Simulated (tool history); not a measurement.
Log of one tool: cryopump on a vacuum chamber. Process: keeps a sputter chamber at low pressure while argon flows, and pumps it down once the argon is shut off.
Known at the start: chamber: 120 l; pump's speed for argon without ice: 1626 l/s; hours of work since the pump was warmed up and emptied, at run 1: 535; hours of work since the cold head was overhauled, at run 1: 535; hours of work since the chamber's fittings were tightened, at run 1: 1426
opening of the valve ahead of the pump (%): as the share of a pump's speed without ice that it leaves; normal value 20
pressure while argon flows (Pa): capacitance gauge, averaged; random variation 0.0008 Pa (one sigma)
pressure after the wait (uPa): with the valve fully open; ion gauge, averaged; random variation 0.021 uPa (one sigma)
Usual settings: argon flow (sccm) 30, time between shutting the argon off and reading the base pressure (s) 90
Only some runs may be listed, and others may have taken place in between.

run	hour	argon flow (sccm)	time between shutting the argon off and reading the base pressure (s)	opening of the valve ahead of the pump (%)	hours of work since the pump was warmed up and emptied	hours of work since the cold head was overhauled	hours of work since the chamber's fittings were tightened	pressure while argon flows (Pa)	pressure after the wait (uPa)
1	0	30	90	20	535	535	1426	0.1604	1.56
2	55.8	30	276	20	560	560	1451	0.161	1.41
3	109.4	30	276	20	584	584	1475	0.1611	1.41
4	183.5	39	90	20	616	616	1507	0.2114	1.66
5	253.8	59	90	20	647	647	1539	0.32	1.66
6	329.8	12	90	20	681	681	1572	0.065	1.74
7	364.8	12	90	20	696	696	1588	0.0647	1.78
8	411.8	12	90	22	717	717	1608	0.0604	1.72
9	467	30	90	20	742	742	1633	0.1639	1.81
10	507	30	90	20	759	759	1650	0.1645	1.82
11	567.1	30	90	20	786	786	1677	0.165	1.86
12	606.4	30	90	20	803	803	1694	0.164	1.86
13	650	30	90	20	822	822	1714	0.1653	1.87
14	705.6	30	47	20	847	847	1738	0.1633	2.2
15	753.7	30	35	20	868	868	1759	0.1636	2.41
16	837.7	30	33	20	905	905	1797	0.1649	2.4
17	905.9	30	33	20	936	936	1827	0.1648	2.55
18	951.7	30	141	20	956	956	1847	0.1639	1.97
# hour 993.3: pump warmed up, emptied and cooled again
19	1028	14	36	24	15	987	1878	0.0613	2.11
20	1065.4	14	36	24	32	1004	1895	0.0606	2.09
21	1138.9	30	27	20	64	1036	1927	0.1571	2.43
22	1208.2	41	54	29	95	1067	1958	0.1491	2.02
23	1269.4	46	77	43	122	1094	1985	0.1126	1.89
24	1315.4	22	36	21	142	1114	2005	0.1089	2.22
25	1351.8	30	208	54	158	1130	2021	0.0581	1.69
26	1400	30	208	54	180	1152	2043	0.06	1.75
27	1465.6	30	208	54	209	1181	2072	0.0605	1.73
28	1503.4	21	208	16	225	1197	2088	0.1385	1.77
29	1557.1	13	240	38	249	1221	2112	0.0356	1.76
30	1629.6	60	90	17	281	1253	2144	0.3711	2.01
31	1686.8	40	90	20	306	1278	2169	0.2122	2.04
32	1764.3	30	72	19	341	1313	2204	0.167	2.14
33	1798.6	32	258	37	356	1328	2219	0.094	1.85
# hour 1829.1: leaking fittings of the chamber tightened, without venting
34	1864.2	32	258	37	384	1356	15	0.0932	0.32

Selected run-to-run steps in pressure while argon flows (Pa), each split into two signed amounts: the part the tool would show with no hidden state at all (from settings, incoming material and random variation), and the remainder, which goes to the hidden state together with any gauge scatter not common to the measured and the hidden-state-free results:
What the log doesn't record here: pump's speed, % of a pump's without ice; cold plate's temperature, K; leak into the chamber, uPa l/s; drift of the gauge itself on working_pa, %; drift of the gauge itself on base_upa, %.
Run 5 -> 6: argon flow (sccm) 59 -> 12. pressure while argon flows (Pa) -0.255: hidden state -0.0088, all else -0.2462.
Run 18 -> 19: argon flow (sccm) 30 -> 14, time between shutting the argon off and reading the base pressure (s) 141 -> 36, opening of the valve ahead of the pump (%) 20 -> 24, pump warmed up, emptied and cooled again. pressure while argon flows (Pa) -0.1026: hidden state -0.0089, all else -0.0937.
Run 29 -> 30: argon flow (sccm) 13 -> 60, time between shutting the argon off and reading the base pressure (s) 240 -> 90, opening of the valve ahead of the pump (%) 38 -> 17. pressure while argon flows (Pa) +0.3355: hidden state +0.0047, all else +0.3308.
Run 30 -> 31: argon flow (sccm) 60 -> 40, opening of the valve ahead of the pump (%) 17 -> 20. pressure while argon flows (Pa) -0.1589: hidden state -0.0017, all else -0.1572.

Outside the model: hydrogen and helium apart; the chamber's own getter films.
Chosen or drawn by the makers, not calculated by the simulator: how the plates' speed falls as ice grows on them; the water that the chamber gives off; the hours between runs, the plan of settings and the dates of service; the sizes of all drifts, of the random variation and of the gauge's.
